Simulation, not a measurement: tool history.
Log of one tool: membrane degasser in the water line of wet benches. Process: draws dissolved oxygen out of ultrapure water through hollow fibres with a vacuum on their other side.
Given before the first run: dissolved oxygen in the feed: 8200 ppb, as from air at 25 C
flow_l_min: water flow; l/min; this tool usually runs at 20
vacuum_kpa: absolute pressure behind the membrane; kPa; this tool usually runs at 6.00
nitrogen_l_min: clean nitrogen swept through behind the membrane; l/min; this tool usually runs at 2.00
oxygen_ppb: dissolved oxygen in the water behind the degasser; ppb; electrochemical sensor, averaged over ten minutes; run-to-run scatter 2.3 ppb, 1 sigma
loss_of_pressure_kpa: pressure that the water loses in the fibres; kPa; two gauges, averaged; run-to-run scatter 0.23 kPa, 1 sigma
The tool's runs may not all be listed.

run    hour  flow_l_min  vacuum_kpa  nitrogen_l_min  oxygen_ppb  loss_of_pressure_kpa
  1     0.0          20        6.00            2.00       228.9                 58.43
  2    86.6          20        6.00            2.00       230.1                 58.24
  3   165.6          20        6.00            2.00       230.1                 58.47
  4   252.2          20        6.00            2.00       229.9                 58.61
  5   337.6          20        6.00            2.00       233.0                 58.76
  6   377.7          15        6.00            2.00       111.2                 44.21
  7   457.1          20        6.00            1.38       257.3                 58.50
  8   541.2          20        6.00            1.38       263.4                 58.73
  9   621.8          20        6.00            1.38       260.4                 58.70
      701.0  -- seals of the vacuum lines changed
 10   701.0          20        6.00            1.38       262.2                 58.98
 11   737.6          17        6.00            1.22       188.3                 50.05
 12   796.4          17        6.00            1.22       191.9                 50.05
 13   862.1          21        6.24            2.00       271.6                 61.75
 14   943.7          16        6.32            2.99       121.4                 47.62
 15  1017.2          15       12.37            3.43       160.3                 44.73
 16  1100.1          15       12.62            2.00       229.2                 44.54
 17  1150.4          15       12.62            2.00       227.9                 44.60
 18  1239.1          15       12.62            2.00       228.6                 44.43
     1274.2  -- vacuum gauge calibrated
 19  1309.9          17       12.62            4.04       195.4                 50.17

Predict each of these 3 candidate next runs independently; none follows another, all start after run 19:
  A  1352.1          28        6.00            2.00           ?                     ?
  B  1352.1          17       12.62            4.00           ?                     ?
  C  1352.1          17        6.26            4.04           ?                     ?

run  oxygen_ppb  loss_of_pressure_kpa
  A       519.6                 83.01
  B       196.2                 50.44
  C       131.8                 50.32
The same runs, with their run-to-run variation unchanged, on a tool lacking any hidden condition would have given:
run  oxygen_ppb  loss_of_pressure_kpa
  A       498.7                 81.67
  B       188.8                 49.62
  C       124.6                 49.50
